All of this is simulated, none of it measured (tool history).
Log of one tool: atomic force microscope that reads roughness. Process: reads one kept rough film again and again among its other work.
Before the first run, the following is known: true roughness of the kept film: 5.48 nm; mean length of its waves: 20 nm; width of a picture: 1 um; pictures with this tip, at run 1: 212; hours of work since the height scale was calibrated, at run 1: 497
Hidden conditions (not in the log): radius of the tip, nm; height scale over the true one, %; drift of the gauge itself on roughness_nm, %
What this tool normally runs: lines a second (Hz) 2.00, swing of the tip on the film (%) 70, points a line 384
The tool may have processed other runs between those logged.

run,hour,lines a second (Hz),swing of the tip on the film (%),points a line,pictures with this tip,hours of work since the height scale was calibrated,roughness of the kept film (nm (root mean square))
1,0.0,2.00,70,384,212,497,3.207
2,33.7,2.00,86,384,257,513,2.967
3,55.1,2.00,86,384,285,522,2.902
4,74.3,2.00,86,384,310,531,2.862
5,95.0,2.00,86,384,337,541,2.798
# hour 107.5: new tip fitted
6,134.7,2.00,86,384,36,559,3.830
7,168.8,2.00,86,384,81,574,3.666
8,207.0,2.00,86,384,131,592,3.456
9,240.1,2.00,86,384,175,607,3.313
10,262.2,2.00,86,384,204,617,3.224
11,294.0,2.00,86,384,246,631,3.112
12,327.3,2.00,86,384,290,647,2.979
13,358.7,3.87,86,384,331,661,2.699
# hour 374.8: new tip fitted
14,386.2,2.18,70,384,15,673,4.024
15,410.9,2.18,70,384,47,685,3.913
16,447.5,0.57,70,384,96,701,3.796
17,479.1,0.57,70,384,137,716,3.691
18,517.9,0.57,70,384,188,733,3.498
19,561.7,2.00,70,384,246,754,3.251
20,600.5,2.00,70,384,297,771,3.091
21,622.6,2.70,70,384,326,781,3.005
# hour 641.5: new tip fitted
22,654.5,2.70,76,384,18,796,3.922
23,693.7,2.70,76,384,69,814,3.727
24,729.8,2.70,77,384,117,830,3.549
# hour 734.1: height scale calibrated on a step standard
25,774.4,2.70,77,384,174,18,3.370
# hour 808.1: height scale calibrated on a step standard, once more
26,815.9,2.70,77,384,228,4,3.130
27,853.7,0.52,77,384,277,21,3.146
28,875.9,0.52,77,384,307,31,3.077
29,899.6,2.99,71,384,338,42,2.885
# hour 909.9: new tip fitted
30,920.5,2.49,71,384,14,51,4.016
31,952.8,1.12,61,838,56,66,3.993
32,993.8,1.12,61,838,110,85,3.778
33,1028.2,1.12,61,838,156,100,3.614
34,1052.4,0.75,63,913,188,111,3.514
35,1089.3,0.75,63,431,236,128,3.324
36,1129.5,0.75,63,431,289,147,3.169
37,1167.4,0.75,63,431,339,164,3.014
# hour 1176.9: new tip fitted
38,1194.2,0.75,63,431,23,176,4.042
39,1235.5,0.75,63,431,77,195,3.845
40,1258.5,1.23,87,384,107,205,3.594
41,1281.0,1.23,87,384,137,216,3.475
42,1323.4,1.23,87,384,193,235,3.328
43,1350.1,0.91,70,347,228,247,3.313
44,1372.5,0.91,70,347,258,257,3.212
45,1396.8,0.61,70,626,290,269,3.181
46,1428.5,0.61,70,626,331,283,3.045
# hour 1443.4: new tip fitted
47,1469.1,1.20,70,384,34,301,3.948
48,1509.3,2.00,70,472,87,320,3.739
49,1551.0,2.00,56,679,142,339,3.643
50,1569.9,2.00,73,680,167,347,3.485
51,1602.8,2.00,70,962,210,362,3.359
52,1635.5,2.00,71,701,253,377,3.214
53,1660.5,2.00,71,701,286,389,3.131

Subtracting, for every run, the result it would have given without the tool's unlogged condition from the measured result gives the following. The same run-to-run variation enters both numbers; the gauge's scatter may not:
run,roughness of the kept film (nm (root mean square))
1,-0.896
2,-0.988
3,-1.064
4,-1.127
5,-1.193
6,-0.140
7,-0.312
8,-0.500
9,-0.657
10,-0.737
11,-0.858
12,-0.987
13,-1.037
14,-0.049
15,-0.182
16,-0.381
17,-0.540
18,-0.708
19,-0.878
20,-1.002
21,-1.071
22,-0.060
23,-0.268
24,-0.458
25,-0.652
26,-0.858
27,-1.044
28,-1.124
29,-1.168
30,-0.066
31,-0.265
32,-0.486
33,-0.651
34,-0.742
35,-0.902
36,-1.052
37,-1.194
38,-0.160
39,-0.382
40,-0.480
41,-0.573
42,-0.758
43,-0.885
44,-0.966
45,-1.067
46,-1.180
47,-0.161
48,-0.384
49,-0.605
50,-0.690
51,-0.813
52,-0.938
53,-1.037
